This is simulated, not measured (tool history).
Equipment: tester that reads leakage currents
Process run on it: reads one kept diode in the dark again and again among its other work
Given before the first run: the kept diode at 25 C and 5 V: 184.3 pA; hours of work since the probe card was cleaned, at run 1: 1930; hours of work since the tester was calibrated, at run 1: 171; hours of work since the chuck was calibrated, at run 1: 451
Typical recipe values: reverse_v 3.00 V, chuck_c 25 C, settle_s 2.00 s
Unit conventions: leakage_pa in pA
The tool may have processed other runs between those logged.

| run | hour | reverse_v | chuck_c | settle_s | hours of work since the probe card was cleaned | hours of work since the tester was calibrated | hours of work since the chuck was calibrated | leakage_pa |
|---|---|---|---|---|---|---|---|---|
| 1 | 0.0 | 3.00 | 25 | 2.00 | 1930 | 171 | 451 | 139.95 |
| 2 | 43.8 | 3.00 | 25 | 2.00 | 1949 | 190 | 470 | 140.17 |
| 3 | 80.3 | 3.00 | 25 | 2.00 | 1965 | 205 | 486 | 139.54 |
| 4 | 129.5 | 3.00 | 27 | 2.00 | 1986 | 226 | 507 | 165.31 |
| 5 | 156.3 | 3.00 | 27 | 2.46 | 1998 | 238 | 518 | 165.21 |
| 6 | 212.4 | 3.00 | 25 | 2.00 | 2022 | 262 | 543 | 137.04 |
| 7 | 247.0 | 3.00 | 25 | 7.16 | 2037 | 277 | 557 | 137.70 |
| 8 | 302.6 | 3.00 | 25 | 7.16 | 2060 | 301 | 581 | 137.00 |
| 9 | 357.9 | 3.00 | 25 | 2.00 | 2084 | 325 | 605 | 136.15 |
|  | 362.9 | chuck's temperature calibrated |
| 10 | 399.7 | 3.00 | 25 | 2.00 | 2101 | 342 | 16 | 125.52 |
| 11 | 460.4 | 3.00 | 25 | 2.00 | 2127 | 368 | 42 | 124.97 |
|  | 492.8 | chuck's temperature calibrated, once more |
| 12 | 497.1 | 3.00 | 25 | 2.00 | 2142 | 383 | 2 | 153.45 |
| 13 | 546.4 | 3.00 | 25 | 2.00 | 2164 | 404 | 23 | 153.35 |
| 14 | 579.6 | 3.00 | 25 | 2.00 | 2178 | 418 | 37 | 152.20 |
| 15 | 627.5 | 3.00 | 25 | 2.00 | 2199 | 439 | 58 | 153.13 |
| 16 | 660.5 | 3.00 | 25 | 2.00 | 2213 | 453 | 72 | 151.66 |
| 17 | 704.3 | 1.20 | 25 | 2.00 | 2232 | 472 | 91 | 97.57 |
| 18 | 742.8 | 3.00 | 53 | 0.35 | 2248 | 489 | 108 | 1484.48 |
| 19 | 769.2 | 5.15 | 25 | 2.00 | 2260 | 500 | 119 | 196.86 |
| 20 | 824.0 | 1.61 | 45 | 7.38 | 2283 | 523 | 142 | 593.57 |
| 21 | 875.8 | 1.61 | 45 | 7.38 | 2305 | 546 | 165 | 592.48 |
| 22 | 901.1 | 1.61 | 45 | 7.38 | 2316 | 557 | 176 | 587.88 |
|  | 909.7 | probe card cleaned and baked |
| 23 | 934.1 | 1.61 | 45 | 7.38 | 11 | 570 | 189 | 584.20 |
| 24 | 990.0 | 1.37 | 50 | 2.00 | 35 | 594 | 213 | 800.56 |
| 25 | 1032.0 | 1.06 | 34 | 2.92 | 53 | 612 | 231 | 192.28 |
| 26 | 1080.4 | 1.06 | 34 | 2.92 | 73 | 632 | 252 | 190.91 |
| 27 | 1133.7 | 1.06 | 39 | 1.23 | 96 | 655 | 274 | 289.21 |
| 28 | 1158.6 | 1.06 | 39 | 1.23 | 107 | 666 | 285 | 289.40 |
| 29 | 1198.4 | 1.06 | 39 | 1.23 | 124 | 683 | 302 | 288.48 |
| 30 | 1254.9 | 1.06 | 39 | 1.23 | 149 | 708 | 327 | 287.33 |
| 31 | 1315.3 | 1.10 | 25 | 1.44 | 175 | 734 | 353 | 86.15 |

Each row is a separate what-if for the run after 31, all from the same tool condition, not one after another. Results?
| A | 1348.4 | 1.10 | 25 | 1.77 | 189 | 748 | 367 | ? |
| B | 1348.4 | 10.73 | 25 | 1.44 | 189 | 748 | 367 | ? |
| C | 1348.4 | 1.10 | 26 | 1.45 | 189 | 748 | 367 | ? |
| D | 1348.4 | 3.00 | 25 | 1.35 | 189 | 748 | 367 | ? |
| E | 1348.4 | 3.00 | 25 | 9.66 | 189 | 748 | 367 | ? |

| run | leakage_pa |
|---|---|
| A | 85.89 |
| B | 245.38 |
| C | 93.86 |
| D | 136.21 |
| E | 135.84 |
With the hidden condition removed and each run's random variation left untouched, the same runs would have given:
| run | leakage_pa |
|---|---|
| A | 92.35 |
| B | 262.07 |
| C | 100.89 |
| D | 146.17 |
| E | 145.79 |
